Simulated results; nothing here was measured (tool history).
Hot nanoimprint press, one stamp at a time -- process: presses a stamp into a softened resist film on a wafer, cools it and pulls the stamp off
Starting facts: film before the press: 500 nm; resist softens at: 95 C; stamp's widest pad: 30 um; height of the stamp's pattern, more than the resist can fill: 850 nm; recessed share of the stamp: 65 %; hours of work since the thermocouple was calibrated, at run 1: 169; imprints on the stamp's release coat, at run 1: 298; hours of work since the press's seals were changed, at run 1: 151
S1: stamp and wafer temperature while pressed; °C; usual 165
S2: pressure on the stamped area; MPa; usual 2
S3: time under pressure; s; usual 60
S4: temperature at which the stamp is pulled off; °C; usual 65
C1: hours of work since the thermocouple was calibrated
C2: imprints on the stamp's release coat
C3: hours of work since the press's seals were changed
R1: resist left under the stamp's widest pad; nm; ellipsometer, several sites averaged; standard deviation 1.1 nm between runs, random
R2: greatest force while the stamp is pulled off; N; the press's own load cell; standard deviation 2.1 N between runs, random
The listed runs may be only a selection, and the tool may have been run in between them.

run 1 hour=0 | S1=165 S2=2 S3=60 S4=65 | C1=169 C2=298 C3=151 | R1=206.7 R2=174
run 2 hour=9.3 | S1=166 S2=2 S3=60 S4=65 | C1=174 C2=317 C3=156 | R1=201.1 R2=171
run 3 hour=14.7 | S1=166 S2=2 S3=60 S4=65 | C1=177 C2=328 C3=159 | R1=201.3 R2=169
run 4 hour=19.6 | S1=165 S2=2 S3=60 S4=65 | C1=179 C2=338 C3=162 | R1=208.7 R2=175
run 5 hour=28.9 | S1=165 S2=2 S3=60 S4=66 | C1=184 C2=357 C3=167 | R1=208.3 R2=167
run 6 hour=39.6 | S1=165 S2=2 S3=60 S4=65 | C1=190 C2=379 C3=173 | R1=208.8 R2=174
run 7 hour=50.5 | S1=165 S2=2 S3=60 S4=65 | C1=196 C2=401 C3=179 | R1=208.8 R2=174
run 8 hour=60 | S1=165 S2=2 S3=60 S4=65 | C1=201 C2=421 C3=184 | R1=209.6 R2=179
run 9 hour=69.3 | S1=165 S2=2 S3=60 S4=65 | C1=206 C2=440 C3=189 | R1=209.1 R2=179
-- hour=72.9 plate thermocouple calibrated
run 10 hour=83.3 | S1=165 S2=2 S3=60 S4=65 | C1=6 C2=463 C3=195 | R1=209.9 R2=176
run 11 hour=95.1 | S1=165 S2=2 S3=60 S4=65 | C1=12 C2=487 C3=201 | R1=209.6 R2=182
run 12 hour=101.4 | S1=165 S2=2 S3=60 S4=65 | C1=15 C2=500 C3=205 | R1=209.5 R2=182
run 13 hour=107.3 | S1=165 S2=2 S3=60 S4=58 | C1=19 C2=512 C3=208 | R1=209.1 R2=209
-- hour=113.4 plate thermocouple calibrated, once more
run 14 hour=117.3 | S1=165 S2=2 S3=60 S4=65 | C1=2 C2=526 C3=212 | R1=203.3 R2=179
-- hour=125.4 stamp cleaned and given a new release coat
run 15 hour=135.3 | S1=165 S2=2 S3=60 S4=65 | C1=9 C2=21 C3=218 | R1=203.8 R2=152
run 16 hour=145.2 | S1=165 S2=2 S3=60 S4=65 | C1=14 C2=41 C3=224 | R1=203.8 R2=151
run 17 hour=155.2 | S1=154 S2=1.23 S3=60 S4=63 | C1=19 C2=61 C3=229 | R1=352.6 R2=162
run 18 hour=160.3 | S1=154 S2=1.23 S3=101 S4=57 | C1=22 C2=72 C3=232 | R1=306 R2=183
run 19 hour=167.8 | S1=169 S2=1.23 S3=101 S4=56 | C1=26 C2=87 C3=236 | R1=188.2 R2=184
run 20 hour=177.5 | S1=165 S2=2 S3=75 S4=67 | C1=32 C2=107 C3=241 | R1=187.2 R2=149
run 21 hour=183.9 | S1=165 S2=2.42 S3=34 S4=59 | C1=35 C2=120 C3=245 | R1=228.2 R2=176
run 22 hour=195.3 | S1=157 S2=1.72 S3=75 S4=59 | C1=41 C2=143 C3=251 | R1=266.4 R2=178
run 23 hour=206.4 | S1=171 S2=2 S3=60 S4=65 | C1=47 C2=166 C3=257 | R1=167.7 R2=163
run 24 hour=211.3 | S1=154 S2=2 S3=32 S4=65 | C1=50 C2=176 C3=260 | R1=352.9 R2=160
run 25 hour=222.4 | S1=177 S2=1.92 S3=35 S4=57 | C1=56 C2=199 C3=266 | R1=173.8 R2=194
run 26 hour=229.3 | S1=165 S2=2.87 S3=34 S4=66 | C1=60 C2=213 C3=270 | R1=210.1 R2=158
run 27 hour=239.2 | S1=165 S2=2.87 S3=34 S4=66 | C1=65 C2=233 C3=275 | R1=209.8 R2=155
run 28 hour=250.5 | S1=165 S2=2.87 S3=33 S4=66 | C1=71 C2=257 C3=281 | R1=213.9 R2=163
run 29 hour=257.3 | S1=177 S2=2.58 S3=91 S4=70 | C1=75 C2=271 C3=285 | R1=101.3 R2=147
run 30 hour=265.8 | S1=177 S2=2.58 S3=91 S4=70 | C1=80 C2=288 C3=289 | R1=100.7 R2=153

Measured minus without-hidden-state, run by run (identical run-to-run variation in each term; gauge scatter may differ):
What the log doesn't record here: true temperature over the reading, C; pressure that arrives at the usual setting, %; grip of the stamp's worn release coat, % over a new coat's; drift of the gauge itself on residual_nm, %; drift of the gauge itself on pull_off_n, %.
run=1 R1=+3.4 R2=+16
run=2 R1=+3.4 R2=+16
run=3 R1=+3.5 R2=+17
run=4 R1=+3.7 R2=+18
run=5 R1=+3.7 R2=+18
run=6 R1=+3.8 R2=+20
run=7 R1=+3.9 R2=+21
run=8 R1=+4.1 R2=+22
run=9 R1=+4.2 R2=+23
run=10 R1=+6.3 R2=+25
run=11 R1=+6.5 R2=+26
run=12 R1=+6.5 R2=+28
run=13 R1=+6.5 R2=+32
run=14 R1=-0.9 R2=+24
run=15 R1=-0.8 R2=+0
run=16 R1=-0.7 R2=+1
run=17 R1=-1.7 R2=+2
run=18 R1=-1.7 R2=+3
run=19 R1=-0.9 R2=+4
run=20 R1=-0.3 R2=+4
run=21 R1=+0.2 R2=+5
run=22 R1=-0.7 R2=+6
run=23 R1=+0.1 R2=+7
run=24 R1=-0.2 R2=+7
run=25 R1=+0.3 R2=+11
run=26 R1=+1.2 R2=+9
run=27 R1=+1.3 R2=+10
run=28 R1=+1.5 R2=+12
run=29 R1=+0.8 R2=+11
run=30 R1=+0.8 R2=+12

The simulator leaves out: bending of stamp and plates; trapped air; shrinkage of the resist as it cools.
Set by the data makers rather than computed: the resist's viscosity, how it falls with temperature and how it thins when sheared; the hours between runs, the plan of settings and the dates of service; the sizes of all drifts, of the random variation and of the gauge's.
